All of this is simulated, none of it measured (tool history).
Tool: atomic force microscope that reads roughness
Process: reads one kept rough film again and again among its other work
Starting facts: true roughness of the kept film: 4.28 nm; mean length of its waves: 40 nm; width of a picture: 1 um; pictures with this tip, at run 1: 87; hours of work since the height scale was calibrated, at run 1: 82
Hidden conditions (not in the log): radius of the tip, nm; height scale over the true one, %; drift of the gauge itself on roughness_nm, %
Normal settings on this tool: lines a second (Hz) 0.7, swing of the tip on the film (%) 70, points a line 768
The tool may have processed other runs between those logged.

run	day	lines a second (Hz)	swing of the tip on the film (%)	points a line	pictures with this tip	hours of work since the height scale was calibrated	roughness of the kept film (nm (root mean square))
1	0	0.7	70	768	87	82	3.807
2	0.475	0.7	70	768	102	87	3.81
3	1.071	0.7	70	768	121	94	3.817
4	1.467	0.7	70	768	134	99	3.77
5	2.012	0.7	70	768	151	105	3.715
6	2.312	0.7	70	768	161	109	3.735
7	2.667	0.7	70	768	172	113	3.694
8	3.079	0.7	70	277	185	117	3.654
9	3.383	0.7	70	277	195	121	3.639
10	3.738	0.7	70	277	207	125	3.663
11	4.358	0.7	70	608	226	132	3.654
12	4.858	0.7	70	768	242	138	3.602
13	5.538	0.7	70	768	264	146	3.603
14	5.875	0.7	70	768	275	150	3.63
15	6.483	0.7	70	768	295	157	3.559
16	7.054	3.922	70	768	313	163	3.147
17	7.646	3.922	73	768	332	170	3.035
# day 8: new tip fitted
18	8.333	3.922	73	768	10	178	3.391
19	9.012	0.7	63	353	32	186	3.936
20	9.7	1.289	58	973	54	194	3.875
21	10.146	0.559	78	872	68	199	3.833
22	10.533	0.7	70	356	81	203	3.831
# day 10.608: height scale calibrated on a step standard
23	10.979	0.7	70	356	94	4	3.828
24	11.692	0.7	66	356	116	12	3.811
25	12.133	3.847	62	768	131	18	3.543
26	12.5	2.112	71	653	142	22	3.552
27	13.142	2.112	69	396	163	29	3.57
28	13.45	0.7	70	739	173	33	3.751
29	14.112	1.697	70	319	194	40	3.544
# day 14.75: height scale calibrated on a step standard, once more
30	14.842	0.9	61	768	216	1	3.665
31	15.292	1.055	65	520	231	6	3.65
32	15.671	0.774	72	768	243	11	3.614
33	16	3.016	70	768	253	14	3.315
34	16.612	3.016	70	768	273	21	3.282
35	16.954	3.016	70	768	284	25	3.272
36	17.492	0.74	70	377	301	32	3.548

3 options for the next run, each taken on its own from the tool as it stands now. Forecast them:
A	18.096	2.792	70	768	321	39	?
B	18.096	0.74	70	796	321	39	?
C	18.096	0.74	70	672	321	39	?

run	roughness of the kept film (nm (root mean square))
A	3.253
B	3.542
C	3.526
The same runs, with their run-to-run variation unchanged, on a tool lacking any hidden condition would have given:
run	roughness of the kept film (nm (root mean square))
A	3.621
B	3.942
C	3.925

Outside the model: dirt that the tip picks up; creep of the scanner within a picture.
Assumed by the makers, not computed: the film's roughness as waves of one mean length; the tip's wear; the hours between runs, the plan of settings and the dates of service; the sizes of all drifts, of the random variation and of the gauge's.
